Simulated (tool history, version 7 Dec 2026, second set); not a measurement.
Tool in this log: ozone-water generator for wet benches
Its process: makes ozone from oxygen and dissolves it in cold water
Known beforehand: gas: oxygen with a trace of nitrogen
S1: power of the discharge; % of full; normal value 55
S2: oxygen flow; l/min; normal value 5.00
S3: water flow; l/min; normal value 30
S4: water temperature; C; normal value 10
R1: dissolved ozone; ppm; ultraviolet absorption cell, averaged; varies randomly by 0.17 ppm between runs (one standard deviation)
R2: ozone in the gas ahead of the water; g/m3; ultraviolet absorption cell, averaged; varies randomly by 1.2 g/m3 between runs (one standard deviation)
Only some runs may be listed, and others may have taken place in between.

run 1 hour=0.0 | S1=55 S2=5.00 S3=30 S4=10 | R1=22.5 R2=229.8
run 2 hour=28.5 | S1=55 S2=5.00 S3=30 S4=10 | R1=22.4 R2=227.4
run 3 hour=64.9 | S1=55 S2=5.00 S3=30 S4=10 | R1=22.6 R2=229.7
run 4 hour=93.7 | S1=91 S2=5.00 S3=30 S4=10 | R1=29.7 R2=299.1
run 5 hour=132.3 | S1=91 S2=5.00 S3=30 S4=10 | R1=29.5 R2=302.8
run 6 hour=157.8 | S1=91 S2=5.00 S3=30 S4=10 | R1=30.1 R2=302.1

For run 7, what comes out?
run 7 hour=189.9 | S1=55 S2=6.65 S3=24 S4=5 | R1=? R2=?

{"run 7": {"R1": 29.4, "R2": 188.9}}
Take away the tool's hidden state, keep the run-to-run variation as it was, and the same run would have given R1 29.5 ppm, R2 190.1 g/m3.
